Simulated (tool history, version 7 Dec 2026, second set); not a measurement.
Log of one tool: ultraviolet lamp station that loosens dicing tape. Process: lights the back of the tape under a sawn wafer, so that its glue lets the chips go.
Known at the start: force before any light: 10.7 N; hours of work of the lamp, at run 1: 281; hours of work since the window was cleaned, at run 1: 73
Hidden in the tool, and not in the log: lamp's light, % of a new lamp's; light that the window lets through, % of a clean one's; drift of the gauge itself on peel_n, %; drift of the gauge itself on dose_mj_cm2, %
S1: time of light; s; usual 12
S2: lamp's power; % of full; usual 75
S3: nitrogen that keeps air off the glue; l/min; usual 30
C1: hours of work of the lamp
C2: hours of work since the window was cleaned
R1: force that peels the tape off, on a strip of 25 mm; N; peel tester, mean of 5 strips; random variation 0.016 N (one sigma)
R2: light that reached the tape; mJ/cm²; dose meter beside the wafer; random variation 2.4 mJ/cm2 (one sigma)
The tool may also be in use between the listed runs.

{"run": 1, "day": 0.0, "S1": 12, "S2": 75, "S3": 30, "C1": 281, "C2": 73, "R1": 0.749, "R2": 263}
{"run": 2, "day": 0.704, "S1": 12, "S2": 75, "S3": 30, "C1": 289, "C2": 81, "R1": 0.715, "R2": 267}
{"run": 3, "day": 1.762, "S1": 12, "S2": 75, "S3": 30, "C1": 301, "C2": 92, "R1": 0.763, "R2": 265}
{"run": 4, "day": 2.625, "S1": 12, "S2": 75, "S3": 30, "C1": 310, "C2": 102, "R1": 0.752, "R2": 262}
{"run": 5, "day": 3.671, "S1": 12, "S2": 75, "S3": 30, "C1": 322, "C2": 113, "R1": 0.744, "R2": 267}
{"run": 6, "day": 4.392, "S1": 12, "S2": 75, "S3": 30, "C1": 329, "C2": 121, "R1": 0.74, "R2": 267}
{"run": 7, "day": 5.204, "S1": 12, "S2": 75, "S3": 30, "C1": 338, "C2": 130, "R1": 0.737, "R2": 264}
{"run": 8, "day": 5.842, "S1": 12, "S2": 75, "S3": 30, "C1": 345, "C2": 137, "R1": 0.748, "R2": 267}
{"run": 9, "day": 6.838, "S1": 12, "S2": 75, "S3": 30, "C1": 356, "C2": 148, "R1": 0.736, "R2": 264}
{"run": 10, "day": 7.908, "S1": 12, "S2": 75, "S3": 30, "C1": 368, "C2": 160, "R1": 0.742, "R2": 266}
{"run": 11, "day": 8.592, "S1": 12, "S2": 75, "S3": 29, "C1": 376, "C2": 167, "R1": 0.764, "R2": 265}
{"run": 12, "day": 9.45, "S1": 12, "S2": 75, "S3": 30, "C1": 385, "C2": 177, "R1": 0.737, "R2": 270}
{"run": 13, "day": 10.008, "S1": 12, "S2": 75, "S3": 30, "C1": 391, "C2": 183, "R1": 0.747, "R2": 265}
{"run": 14, "day": 10.933, "S1": 12, "S2": 92, "S3": 30, "C1": 401, "C2": 193, "R1": 0.485, "R2": 324}
{"run": 15, "day": 11.692, "S1": 12, "S2": 92, "S3": 30, "C1": 410, "C2": 201, "R1": 0.5, "R2": 330}
{"run": 16, "day": 12.683, "S1": 12, "S2": 92, "S3": 30, "C1": 421, "C2": 212, "R1": 0.487, "R2": 322}
{"run": 17, "day": 13.488, "S1": 12, "S2": 92, "S3": 30, "C1": 429, "C2": 221, "R1": 0.477, "R2": 323}
{"run": 18, "day": 14.467, "S1": 12, "S2": 92, "S3": 30, "C1": 440, "C2": 232, "R1": 0.478, "R2": 325}
{"run": 19, "day": 15.7, "S1": 12, "S2": 61, "S3": 42, "C1": 454, "C2": 246, "R1": 0.881, "R2": 217}
{"run": 20, "day": 16.542, "S1": 12, "S2": 61, "S3": 42, "C1": 463, "C2": 255, "R1": 0.891, "R2": 218}
{"run": 21, "day": 17.371, "S1": 15, "S2": 66, "S3": 14, "C1": 472, "C2": 264, "R1": 1.149, "R2": 293}
{"run": 22, "day": 18.138, "S1": 15, "S2": 66, "S3": 14, "C1": 481, "C2": 272, "R1": 1.107, "R2": 293}
{"run": 23, "day": 18.733, "S1": 6, "S2": 75, "S3": 37, "C1": 487, "C2": 279, "R1": 2.262, "R2": 136}
{"run": 24, "day": 19.725, "S1": 24, "S2": 87, "S3": 12, "C1": 498, "C2": 290, "R1": 0.317, "R2": 622}
{"run": 25, "day": 20.579, "S1": 14, "S2": 75, "S3": 30, "C1": 507, "C2": 299, "R1": 0.543, "R2": 311}
{"run": 26, "day": 21.15, "S1": 14, "S2": 75, "S3": 30, "C1": 514, "C2": 305, "R1": 0.544, "R2": 315}
{"run": 27, "day": 22.321, "S1": 14, "S2": 75, "S3": 30, "C1": 527, "C2": 318, "R1": 0.536, "R2": 312}
{"run": 28, "day": 22.962, "S1": 14, "S2": 75, "S3": 30, "C1": 534, "C2": 325, "R1": 0.553, "R2": 314}
{"run": 29, "day": 23.546, "S1": 21, "S2": 91, "S3": 20, "C1": 540, "C2": 332, "R1": 0.282, "R2": 568}
{"run": 30, "day": 24.383, "S1": 21, "S2": 91, "S3": 20, "C1": 549, "C2": 341, "R1": 0.272, "R2": 560}
{"run": 31, "day": 25.367, "S1": 7, "S2": 91, "S3": 44, "C1": 560, "C2": 352, "R1": 1.162, "R2": 189}
{"run": 32, "day": 26.45, "S1": 10, "S2": 75, "S3": 19, "C1": 572, "C2": 364, "R1": 1.519, "R2": 218}
{"run": 33, "day": 27.471, "S1": 9, "S2": 75, "S3": 34, "C1": 583, "C2": 375, "R1": 1.229, "R2": 199}
{"run": 34, "day": 28.096, "S1": 12, "S2": 66, "S3": 17, "C1": 590, "C2": 382, "R1": 1.527, "R2": 234}
{"run": 35, "day": 28.738, "S1": 24, "S2": 66, "S3": 33, "C1": 597, "C2": 389, "R1": 0.279, "R2": 468}

3 ways to go on from here, each from the tool as it stands after run 35. What would each give?
{"run": "A", "day": 29.717, "S1": 8, "S2": 66, "S3": 10, "C1": 608, "C2": 400, "R1": "?", "R2": "?"}
{"run": "B", "day": 29.717, "S1": 11, "S2": 61, "S3": 12, "C1": 608, "C2": 400, "R1": "?", "R2": "?"}
{"run": "C", "day": 29.717, "S1": 24, "S2": 81, "S3": 33, "C1": 608, "C2": 400, "R1": "?", "R2": "?"}

run=A R1=3.473 R2=154
run=B R1=2.362 R2=199
run=C R1=0.25 R2=569
Without the tool's hidden state the same runs would have given:
run=A R1=3.469 R2=155
run=B R1=2.358 R2=199
run=C R1=0.25 R2=570
